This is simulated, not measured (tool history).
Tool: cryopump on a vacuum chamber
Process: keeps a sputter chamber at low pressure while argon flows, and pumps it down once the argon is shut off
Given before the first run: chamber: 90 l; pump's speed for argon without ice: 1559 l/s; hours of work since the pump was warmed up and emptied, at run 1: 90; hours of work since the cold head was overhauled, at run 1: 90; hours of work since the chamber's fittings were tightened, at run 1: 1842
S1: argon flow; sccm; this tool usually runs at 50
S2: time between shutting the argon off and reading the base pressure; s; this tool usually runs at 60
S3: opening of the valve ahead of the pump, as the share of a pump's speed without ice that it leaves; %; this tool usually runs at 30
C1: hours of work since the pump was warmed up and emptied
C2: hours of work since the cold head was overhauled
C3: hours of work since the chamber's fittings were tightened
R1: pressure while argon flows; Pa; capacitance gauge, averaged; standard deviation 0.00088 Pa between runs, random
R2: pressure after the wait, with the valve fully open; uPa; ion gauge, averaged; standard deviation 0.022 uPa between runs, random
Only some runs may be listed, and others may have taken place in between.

{"run": 1, "hour": 0.0, "S1": 50, "S2": 60, "S3": 30, "C1": 90, "C2": 90, "C3": 1842, "R1": 0.182, "R2": 1.11}
{"run": 2, "hour": 7.7, "S1": 50, "S2": 60, "S3": 30, "C1": 96, "C2": 96, "C3": 1848, "R1": 0.1831, "R2": 1.14}
{"run": 3, "hour": 21.8, "S1": 50, "S2": 60, "S3": 30, "C1": 107, "C2": 107, "C3": 1859, "R1": 0.1838, "R2": 1.14}
{"run": 4, "hour": 36.8, "S1": 50, "S2": 60, "S3": 30, "C1": 119, "C2": 119, "C3": 1871, "R1": 0.1834, "R2": 1.21}
{"run": 5, "hour": 51.5, "S1": 55, "S2": 60, "S3": 30, "C1": 130, "C2": 130, "C3": 1883, "R1": 0.2023, "R2": 1.16}
{"run": 6, "hour": 58.2, "S1": 55, "S2": 60, "S3": 30, "C1": 136, "C2": 136, "C3": 1888, "R1": 0.2032, "R2": 1.17}
{"run": 7, "hour": 69.8, "S1": 50, "S2": 60, "S3": 42, "C1": 145, "C2": 145, "C3": 1897, "R1": 0.1328, "R2": 1.13}
{"run": 8, "hour": 76.8, "S1": 50, "S2": 37, "S3": 42, "C1": 150, "C2": 150, "C3": 1903, "R1": 0.1321, "R2": 1.35}
{"run": 9, "hour": 87.1, "S1": 50, "S2": 37, "S3": 42, "C1": 159, "C2": 159, "C3": 1911, "R1": 0.1333, "R2": 1.43}
{"run": 10, "hour": 96.1, "S1": 25, "S2": 60, "S3": 30, "C1": 166, "C2": 166, "C3": 1918, "R1": 0.0925, "R2": 1.19}
{"run": 11, "hour": 107.4, "S1": 25, "S2": 60, "S3": 30, "C1": 175, "C2": 175, "C3": 1927, "R1": 0.0926, "R2": 1.16}
{"run": 12, "hour": 113.7, "S1": 50, "S2": 60, "S3": 16, "C1": 180, "C2": 180, "C3": 1932, "R1": 0.3407, "R2": 1.16}
{"run": 13, "hour": 123.1, "S1": 50, "S2": 60, "S3": 16, "C1": 187, "C2": 187, "C3": 1939, "R1": 0.3428, "R2": 1.2}
{"run": 14, "hour": 132.3, "S1": 50, "S2": 60, "S3": 16, "C1": 194, "C2": 194, "C3": 1947, "R1": 0.3427, "R2": 1.19}
{"run": 15, "hour": 143.4, "S1": 50, "S2": 60, "S3": 16, "C1": 203, "C2": 203, "C3": 1955, "R1": 0.3415, "R2": 1.21}
{"run": 16, "hour": 157.8, "S1": 50, "S2": 60, "S3": 16, "C1": 215, "C2": 215, "C3": 1967, "R1": 0.3446, "R2": 1.23}
{"run": 17, "hour": 164.7, "S1": 50, "S2": 60, "S3": 19, "C1": 220, "C2": 220, "C3": 1972, "R1": 0.291, "R2": 1.19}
{"run": 18, "hour": 173.2, "S1": 87, "S2": 60, "S3": 30, "C1": 227, "C2": 227, "C3": 1979, "R1": 0.3248, "R2": 1.2}

Predict the results of run 19:
{"run": 19, "hour": 187.6, "S1": 36, "S2": 60, "S3": 22, "C1": 238, "C2": 238, "C3": 1990, "R1": "?", "R2": "?"}

{"run 19": {"R1": 0.1808, "R2": 1.21}}
The same run, on a tool lacking any hidden state, would have yielded R1 0.1772 Pa, R2 0.57 uPa.
